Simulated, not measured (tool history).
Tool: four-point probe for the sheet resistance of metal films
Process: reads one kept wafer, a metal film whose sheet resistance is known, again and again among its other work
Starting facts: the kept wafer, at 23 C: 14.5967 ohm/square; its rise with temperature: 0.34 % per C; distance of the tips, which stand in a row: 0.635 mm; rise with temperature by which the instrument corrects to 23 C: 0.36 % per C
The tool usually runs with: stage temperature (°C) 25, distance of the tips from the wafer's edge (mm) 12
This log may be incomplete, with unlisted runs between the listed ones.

run    hour  stage temperature (°C)  distance of the tips from the wafer's edge (mm)  sheet resistance as the instrument gives it (ohm/square)
  1       0                      25                                               12                                                 14.602808
  2    66.7                      25                                               12                                                 14.602752
  3   166.3                      25                                               14                                                 14.602984
  4   241.1                      25                                               14                                                 14.601166
  5   340.2                      25                                                5                                                 14.718595
  6   433.2                      25                                                5                                                 14.720985
  7   539.2                      21                                               12                                                 14.629243
  8   614.3                      21                                               12                                                 14.629171
  9   683.8                      25                                               12                                                 14.617163
 10   749.5                      25                                               66                                                 14.602568
 11   830.7                      25                                               66                                                 14.605186
 12   904.6                      29                                               12                                                 14.620111
 13   957.9                      25                                               12                                                 14.631405
 14  1012.8                      25                                               61                                                 14.612792
 15  1072.2                      25                                               61                                                  14.61067
 16  1149.6                      25                                               61                                                 14.613963
 17  1230.7                      25                                               56                                                 14.619164
 18  1311.5                      25                                               12                                                 14.642682
 19  1358.4                      19                                               12                                                 14.661821
 20  1471.5                      19                                               12                                                 14.668706
 21  1533.4                      19                                               12                                                 14.668347
 22  1635.1                      19                                               12                                                 14.666702
 23    1688                      19                                                6                                                   14.7384
 24  1763.1                      19                                                6                                                 14.739437
 25  1864.4                      19                                                6                                                 14.742561
 26  1956.1                      19                                                6                                                 14.744328
 27  2051.4                      19                                                6                                                 14.744738
 28    2156                      19                                                6                                                 14.753163
 29  2241.5                      25                                                6                                                 14.742537
 30  2288.1                      21                                                3                                                 15.008287
 31  2396.9                      21                                                3                                                 15.012486
 32  2467.3                      30                                               10                                                 14.675774
 33  2546.3                      23                                                5                                                 14.792738
 34  2650.5                      20                                               29                                                 14.680284
 35  2740.4                      20                                               29                                                 14.678181
 36  2824.5                      20                                               29                                                 14.683182
 37    2926                      19                                               12                                                 14.710022
 38  2978.6                      25                                               17                                                 14.686831
 39  3032.9                      32                                                8                                                  14.69976
 40    3098                      32                                                8                                                 14.712654
 41    3210                      35                                                6                                                 14.737721
 42    3262                      35                                                6                                                  14.73362
 43  3366.3                      30                                               57                                                 14.666954
 44  3472.2                      26                                               34                                                 14.688717
     3486.5  -- stage's thermometer calibrated
 45  3559.1                      21                                               53                                                 14.676136

Here are 4 independent what-if runs from the current tool condition. What would each one return?
  A  3643.6                      27                                               21                                                         ?
  B  3643.6                      35                                                7                                                         ?
  C  3643.6                      28                                               45                                                         ?
  D  3643.6                      29                                               32                                                         ?

run  sheet resistance as the instrument gives it (ohm/square)
  A                                                  14.66824
  B                                                 14.700228
  C                                                 14.662097
  D                                                 14.657428
With no hidden state in the tool, these same runs would have given:
run  sheet resistance as the instrument gives it (ohm/square)
  A                                                 14.591971
  B                                                 14.623823
  C                                                 14.585859
  D                                                 14.581216
